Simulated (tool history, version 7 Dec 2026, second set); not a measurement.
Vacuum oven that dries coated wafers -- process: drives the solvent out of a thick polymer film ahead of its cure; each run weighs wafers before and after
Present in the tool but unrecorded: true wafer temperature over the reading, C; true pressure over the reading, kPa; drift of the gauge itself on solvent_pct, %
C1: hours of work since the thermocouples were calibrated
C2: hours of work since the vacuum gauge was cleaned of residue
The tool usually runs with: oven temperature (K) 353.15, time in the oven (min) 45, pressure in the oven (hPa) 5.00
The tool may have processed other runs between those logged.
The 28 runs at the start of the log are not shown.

-- hour=1257.3 oven's thermocouples calibrated
run 29 hour=1278.3 | oven_temperature_(K)=355.15 time_in_the_oven_(min)=27 pressure_in_the_oven_(hPa)=11.43 | C1=10 C2=1649 | solvent_left_in_the_film_(%)=3.11
run 30 hour=1305.2 | oven_temperature_(K)=351.15 time_in_the_oven_(min)=26 pressure_in_the_oven_(hPa)=5.31 | C1=24 C2=1662 | solvent_left_in_the_film_(%)=3.50
run 31 hour=1335.1 | oven_temperature_(K)=351.15 time_in_the_oven_(min)=26 pressure_in_the_oven_(hPa)=8.42 | C1=39 C2=1677 | solvent_left_in_the_film_(%)=3.86
run 32 hour=1381.8 | oven_temperature_(K)=351.15 time_in_the_oven_(min)=26 pressure_in_the_oven_(hPa)=8.42 | C1=62 C2=1700 | solvent_left_in_the_film_(%)=3.88
run 33 hour=1407.5 | oven_temperature_(K)=349.15 time_in_the_oven_(min)=29 pressure_in_the_oven_(hPa)=3.57 | C1=75 C2=1713 | solvent_left_in_the_film_(%)=3.37
run 34 hour=1439.5 | oven_temperature_(K)=362.15 time_in_the_oven_(min)=52 pressure_in_the_oven_(hPa)=17.09 | C1=91 C2=1729 | solvent_left_in_the_film_(%)=1.85
run 35 hour=1482.1 | oven_temperature_(K)=346.15 time_in_the_oven_(min)=48 pressure_in_the_oven_(hPa)=5.00 | C1=112 C2=1750 | solvent_left_in_the_film_(%)=2.43
run 36 hour=1542.6 | oven_temperature_(K)=364.15 time_in_the_oven_(min)=22 pressure_in_the_oven_(hPa)=5.00 | C1=142 C2=1780 | solvent_left_in_the_film_(%)=1.57
run 37 hour=1599.4 | oven_temperature_(K)=364.15 time_in_the_oven_(min)=22 pressure_in_the_oven_(hPa)=5.00 | C1=170 C2=1808 | solvent_left_in_the_film_(%)=1.55
-- hour=1637.8 oven's thermocouples calibrated, once more
run 38 hour=1661.5 | oven_temperature_(K)=368.15 time_in_the_oven_(min)=44 pressure_in_the_oven_(hPa)=3.19 | C1=12 C2=1838 | solvent_left_in_the_film_(%)=0.47
run 39 hour=1697.4 | oven_temperature_(K)=342.15 time_in_the_oven_(min)=29 pressure_in_the_oven_(hPa)=3.67 | C1=30 C2=1856 | solvent_left_in_the_film_(%)=4.95
run 40 hour=1756.0 | oven_temperature_(K)=342.15 time_in_the_oven_(min)=43 pressure_in_the_oven_(hPa)=7.28 | C1=59 C2=1885 | solvent_left_in_the_film_(%)=3.90
run 41 hour=1808.5 | oven_temperature_(K)=342.15 time_in_the_oven_(min)=43 pressure_in_the_oven_(hPa)=7.28 | C1=85 C2=1911 | solvent_left_in_the_film_(%)=3.89
run 42 hour=1852.5 | oven_temperature_(K)=355.15 time_in_the_oven_(min)=45 pressure_in_the_oven_(hPa)=12.84 | C1=107 C2=1933 | solvent_left_in_the_film_(%)=2.08
run 43 hour=1910.2 | oven_temperature_(K)=355.15 time_in_the_oven_(min)=45 pressure_in_the_oven_(hPa)=12.84 | C1=135 C2=1962 | solvent_left_in_the_film_(%)=2.14
run 44 hour=1958.8 | oven_temperature_(K)=355.15 time_in_the_oven_(min)=45 pressure_in_the_oven_(hPa)=12.84 | C1=160 C2=1986 | solvent_left_in_the_film_(%)=2.11

Below are 4 alternative next runs, each starting from the tool's condition after run 44. Predict each:
run A hour=1987.0 | oven_temperature_(K)=353.15 time_in_the_oven_(min)=45 pressure_in_the_oven_(hPa)=4.28 | C1=174 C2=2000 | solvent_left_in_the_film_(%)=?
run B hour=1987.0 | oven_temperature_(K)=355.15 time_in_the_oven_(min)=45 pressure_in_the_oven_(hPa)=2.99 | C1=174 C2=2000 | solvent_left_in_the_film_(%)=?
run C hour=1987.0 | oven_temperature_(K)=368.15 time_in_the_oven_(min)=45 pressure_in_the_oven_(hPa)=3.67 | C1=174 C2=2000 | solvent_left_in_the_film_(%)=?
run D hour=1987.0 | oven_temperature_(K)=343.15 time_in_the_oven_(min)=32 pressure_in_the_oven_(hPa)=4.39 | C1=174 C2=2000 | solvent_left_in_the_film_(%)=?

run=A solvent_left_in_the_film_(%)=1.33
run=B solvent_left_in_the_film_(%)=1.02
run=C solvent_left_in_the_film_(%)=0.46
run=D solvent_left_in_the_film_(%)=4.36
Without the tool's unlogged condition, the same runs would have read:
run=A solvent_left_in_the_film_(%)=1.02
run=B solvent_left_in_the_film_(%)=0.73
run=C solvent_left_in_the_film_(%)=0.27
run=D solvent_left_in_the_film_(%)=3.96
